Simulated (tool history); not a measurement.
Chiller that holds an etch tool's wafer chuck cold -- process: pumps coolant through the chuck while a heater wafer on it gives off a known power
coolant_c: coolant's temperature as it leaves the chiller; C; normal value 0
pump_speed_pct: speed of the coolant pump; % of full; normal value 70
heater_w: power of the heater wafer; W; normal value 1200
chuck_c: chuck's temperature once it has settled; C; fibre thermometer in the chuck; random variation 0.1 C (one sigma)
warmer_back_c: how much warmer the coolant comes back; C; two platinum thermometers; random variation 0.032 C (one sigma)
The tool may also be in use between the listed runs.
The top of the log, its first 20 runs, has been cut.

| run | hour | coolant_c | pump_speed_pct | heater_w | hours since the coolant was changed and the channels were flushed | hours since the pump was overhauled | hours since the chiller's thermometer was calibrated | chuck_c | warmer_back_c |
|---|---|---|---|---|---|---|---|---|---|
| 21 | 468.7 | 3 | 88 | 894 | 3007 | 495 | 4302 | 9.6 | 2.45 |
| 22 | 494.9 | 0 | 66 | 1181 | 3033 | 521 | 4328 | 11.0 | 4.19 |
| 23 | 510.1 | -5 | 70 | 744 | 3049 | 536 | 4343 | 1.6 | 2.52 |
| 24 | 540.6 | -5 | 70 | 744 | 3079 | 567 | 4374 | 1.6 | 2.50 |
| 25 | 568.0 | -5 | 70 | 744 | 3107 | 594 | 4401 | 1.6 | 2.55 |
| 26 | 586.6 | -5 | 70 | 744 | 3125 | 613 | 4420 | 1.7 | 2.49 |
| 27 | 604.5 | 9 | 85 | 1744 | 3143 | 631 | 4437 | 22.2 | 4.90 |
| 28 | 636.1 | -3 | 85 | 1744 | 3175 | 662 | 4469 | 10.4 | 4.85 |
| 29 | 659.2 | 0 | 92 | 1778 | 3198 | 685 | 4492 | 12.8 | 4.57 |
| 30 | 681.2 | 8 | 87 | 982 | 3220 | 707 | 4514 | 15.4 | 2.65 |
| 31 | 695.6 | 0 | 81 | 754 | 3234 | 722 | 4529 | 5.9 | 2.19 |

Forecast each of these 3 alternatives for the next run:
| A | 718.8 | 3 | 70 | 1200 | 3257 | 745 | 4552 | ? | ? |
| B | 718.8 | 4 | 81 | 1571 | 3257 | 745 | 4552 | ? | ? |
| C | 718.8 | 7 | 86 | 851 | 3257 | 745 | 4552 | ? | ? |

| run | chuck_c | warmer_back_c |
|---|---|---|
| A | 13.4 | 4.13 |
| B | 16.4 | 4.61 |
| C | 13.4 | 2.32 |
With no hidden state in the tool, these same runs would have given:
| run | chuck_c | warmer_back_c |
|---|---|---|
| A | 13.4 | 4.13 |
| B | 16.4 | 4.61 |
| C | 13.4 | 2.32 |
